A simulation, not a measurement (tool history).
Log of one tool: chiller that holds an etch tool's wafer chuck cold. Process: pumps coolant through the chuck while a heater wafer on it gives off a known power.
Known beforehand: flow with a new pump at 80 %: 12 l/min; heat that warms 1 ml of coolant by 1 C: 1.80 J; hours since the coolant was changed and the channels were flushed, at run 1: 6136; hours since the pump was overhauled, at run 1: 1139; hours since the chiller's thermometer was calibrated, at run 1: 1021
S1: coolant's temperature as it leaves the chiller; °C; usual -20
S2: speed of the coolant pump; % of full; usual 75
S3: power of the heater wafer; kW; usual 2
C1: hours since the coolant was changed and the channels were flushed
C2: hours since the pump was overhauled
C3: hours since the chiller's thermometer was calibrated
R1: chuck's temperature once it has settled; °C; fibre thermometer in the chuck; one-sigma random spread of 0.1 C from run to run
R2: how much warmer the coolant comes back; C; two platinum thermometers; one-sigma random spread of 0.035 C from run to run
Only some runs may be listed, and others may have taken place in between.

| run | day | S1 | S2 | S3 | C1 | C2 | C3 | R1 | R2 |
|---|---|---|---|---|---|---|---|---|---|
| 1 | 0 | -20 | 75 | 2 | 6136 | 1139 | 1021 | 1.3 | 6.17 |
| 2 | 1.462 | -20 | 75 | 2 | 6171 | 1174 | 1056 | 1.4 | 6.11 |
| 3 | 2.071 | -20 | 75 | 2 | 6186 | 1189 | 1070 | 1.3 | 6.1 |
| 4 | 3.05 | -20 | 75 | 1.875 | 6210 | 1212 | 1094 | 0.2 | 5.8 |
| 5 | 4.038 | -20 | 75 | 1.875 | 6233 | 1236 | 1117 | 0.1 | 5.76 |
|  | 4.904 | coolant changed, channels flushed |
| 6 | 5.046 | -15 | 75 | 2 | 3 | 1254 | 1136 | 2.8 | 6.16 |
| 7 | 6.212 | -15 | 75 | 2 | 31 | 1282 | 1164 | 2.9 | 6.21 |
| 8 | 7.221 | -15 | 75 | 2 | 56 | 1306 | 1188 | 3 | 6.14 |
| 9 | 8.583 | -20 | 75 | 2 | 88 | 1339 | 1220 | -1.9 | 6.12 |
| 10 | 9.75 | -20 | 75 | 1.437 | 116 | 1367 | 1248 | -7.1 | 4.44 |
| 11 | 11.096 | -15 | 75 | 2 | 149 | 1399 | 1281 | 3 | 6.19 |
| 12 | 11.925 | -20 | 75 | 2 | 169 | 1419 | 1301 | -2 | 6.17 |
| 13 | 13.254 | -21 | 75 | 2 | 200 | 1451 | 1333 | -3 | 6.16 |
| 14 | 13.912 | -20 | 75 | 2 | 216 | 1467 | 1348 | -1.8 | 6.19 |
| 15 | 14.779 | -20 | 76 | 2 | 237 | 1488 | 1369 | -2 | 6.08 |
| 16 | 15.979 | -20 | 76 | 2 | 266 | 1517 | 1398 | -2.1 | 6.11 |
| 17 | 17.283 | -20 | 75 | 2 | 297 | 1548 | 1429 | -2 | 6.18 |
| 18 | 18.442 | -25 | 87 | 1.354 | 325 | 1576 | 1457 | -13.8 | 3.63 |
| 19 | 19.475 | -26 | 67 | 1.008 | 350 | 1601 | 1482 | -16.1 | 3.51 |
| 20 | 20.217 | -13 | 62 | 2.298 | 367 | 1618 | 1500 | 10.5 | 8.72 |
| 21 | 21.075 | -13 | 62 | 2.298 | 388 | 1639 | 1520 | 10.6 | 8.71 |
| 22 | 22.308 | -20 | 66 | 2.773 | 418 | 1669 | 1550 | 7.4 | 9.9 |
| 23 | 23.421 | -28 | 99 | 1.382 | 444 | 1695 | 1577 | -17.1 | 3.25 |
| 24 | 24.15 | -16 | 75 | 1.583 | 462 | 1713 | 1594 | -1.3 | 4.94 |
| 25 | 25.062 | -16 | 75 | 1.583 | 484 | 1735 | 1616 | -1.5 | 4.92 |
| 26 | 26.288 | -16 | 75 | 1.583 | 513 | 1764 | 1645 | -1.4 | 4.92 |
| 27 | 27.458 | -29 | 71 | 2 | 541 | 1792 | 1674 | -10.1 | 6.51 |
| 28 | 28.383 | -23 | 96 | 1.496 | 563 | 1814 | 1696 | -11.3 | 3.59 |
| 29 | 29.083 | -20 | 92 | 2.426 | 580 | 1831 | 1713 | -0.5 | 6.07 |
| 30 | 30.312 | -29 | 75 | 2.557 | 610 | 1861 | 1742 | -5.4 | 8.02 |
| 31 | 30.983 | -17 | 75 | 1.391 | 626 | 1877 | 1758 | -4.2 | 4.37 |
| 32 | 32.354 | -17 | 75 | 1.391 | 659 | 1910 | 1791 | -4.2 | 4.36 |
| 33 | 33.567 | -20 | 86 | 2 | 688 | 1939 | 1820 | -3 | 5.44 |

Measured minus without-hidden-state, run by run (identical run-to-run variation in each term; gauge scatter may differ):
Unlogged tool condition in this case: heat passed by the chuck's channels, % of clean ones'; flow at a given pump speed, % of a new pump's; coolant's true temperature over the reading, C; drift of the gauge itself on chuck_c, C; drift of the gauge itself on warmer_back_c, C.
| run | R1 | R2 |
|---|---|---|
| 1 | +4 | +0.2 |
| 2 | +4 | +0.2 |
| 3 | +4 | +0.2 |
| 4 | +3.8 | +0.2 |
| 5 | +3.9 | +0.2 |
| 6 | +0.6 | +0.21 |
| 7 | +0.6 | +0.22 |
| 8 | +0.7 | +0.22 |
| 9 | +0.7 | +0.22 |
| 10 | +0.5 | +0.17 |
| 11 | +0.8 | +0.23 |
| 12 | +0.7 | +0.23 |
| 13 | +0.8 | +0.24 |
| 14 | +0.8 | +0.24 |
| 15 | +0.8 | +0.24 |
| 16 | +0.8 | +0.25 |
| 17 | +0.9 | +0.25 |
| 18 | +0.7 | +0.15 |
| 19 | +0.5 | +0.14 |
| 20 | +1.1 | +0.36 |
| 21 | +1.1 | +0.37 |
| 22 | +1.4 | +0.42 |
| 23 | +0.7 | +0.14 |
| 24 | +0.9 | +0.22 |
| 25 | +0.9 | +0.22 |
| 26 | +0.9 | +0.23 |
| 27 | +1.1 | +0.3 |
| 28 | +0.7 | +0.16 |
| 29 | +1.2 | +0.28 |
| 30 | +1.4 | +0.37 |
| 31 | +0.8 | +0.2 |
| 32 | +0.9 | +0.2 |
| 33 | +1.1 | +0.26 |

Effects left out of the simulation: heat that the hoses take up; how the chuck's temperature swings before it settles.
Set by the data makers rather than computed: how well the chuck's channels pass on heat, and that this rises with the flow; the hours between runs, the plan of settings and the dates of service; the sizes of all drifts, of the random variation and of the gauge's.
